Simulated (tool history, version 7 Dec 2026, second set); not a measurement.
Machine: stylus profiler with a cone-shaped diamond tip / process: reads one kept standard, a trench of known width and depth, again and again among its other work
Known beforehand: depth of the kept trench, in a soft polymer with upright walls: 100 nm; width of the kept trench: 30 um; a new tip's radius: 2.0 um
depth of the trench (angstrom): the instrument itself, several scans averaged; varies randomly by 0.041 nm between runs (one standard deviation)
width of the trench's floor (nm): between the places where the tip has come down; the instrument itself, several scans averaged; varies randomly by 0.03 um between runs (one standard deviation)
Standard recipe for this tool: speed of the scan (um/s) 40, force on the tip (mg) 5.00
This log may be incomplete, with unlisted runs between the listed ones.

run,hour,speed of the scan (um/s),force on the tip (mg),depth of the trench (angstrom),width of the trench's floor (nm)
1,0.0,40,5.00,1010.4,28580
2,113.2,17,5.00,1010.3,28710
3,167.0,40,5.00,1011.1,28560
4,248.7,40,5.00,1009.8,28590
5,342.9,40,5.00,1009.7,28560
6,398.5,40,5.00,1010.0,28620
7,503.8,40,6.93,1012.5,28580
8,601.4,40,6.93,1012.7,28650
9,661.0,122,5.00,1010.7,28240
10,734.5,122,5.00,1009.5,28270
11,800.3,45,5.00,1010.4,28550
12,862.5,45,5.00,1010.5,28620
13,926.1,40,5.00,1010.2,28590
14,1023.8,40,5.00,1010.1,28560
15,1117.0,40,5.00,1010.4,28580
16,1163.8,40,5.00,1010.5,28570
17,1255.3,40,5.00,1010.4,28590
18,1335.2,40,5.00,1010.1,28510
19,1406.3,108,5.00,1010.7,28350
20,1507.3,108,5.00,1010.0,28310
21,1559.9,108,5.00,1009.7,28310
22,1650.8,18,5.00,1010.2,28660
# hour 1694.0: height scale calibrated on a step standard
23,1763.9,40,5.00,1010.4,28590
24,1849.0,40,5.00,1010.0,28560
25,1926.3,40,5.00,1011.2,28550
26,2010.7,90,2.07,1005.1,28150
27,2100.4,29,13.51,1020.7,28650
28,2168.8,29,13.51,1019.9,28660
29,2240.7,29,13.51,1019.5,28670
30,2340.8,29,13.51,1020.5,28670
# hour 2398.8: new tip fitted, height scale calibrated
31,2406.0,85,3.98,1008.1,28370
32,2503.4,85,3.54,1008.4,28350
33,2571.1,85,3.54,1008.2,28320
34,2665.3,137,3.54,1007.7,28170
35,2721.0,137,3.54,1008.4,28140
36,2768.8,137,3.54,1008.1,28130
37,2830.2,41,5.86,1012.0,28610
38,2932.0,24,5.31,1010.9,28680
39,2982.7,13,8.73,1015.3,28670
40,3061.0,66,1.78,1005.1,28310
41,3124.0,66,1.78,1004.6,28290
42,3198.1,22,2.31,1006.3,28680
43,3308.4,22,2.31,1006.2,28600
44,3380.2,36,2.31,1005.5,28510
45,3441.3,40,4.81,1010.2,28530
46,3494.7,37,5.16,1010.2,28620

Alternative continuations, all from the tool just after run 46; predict every row:
A,3553.6,123,5.00,?,?
B,3553.6,11,6.51,?,?
C,3553.6,37,2.66,?,?

run,depth of the trench (angstrom),width of the trench's floor (nm)
A,1010.0,28190
B,1012.4,28690
C,1006.1,28530
What these runs would have given with no unlogged condition in the tool:
run,depth of the trench (angstrom),width of the trench's floor (nm)
A,1010.1,28210
B,1012.5,28700
C,1006.1,28540
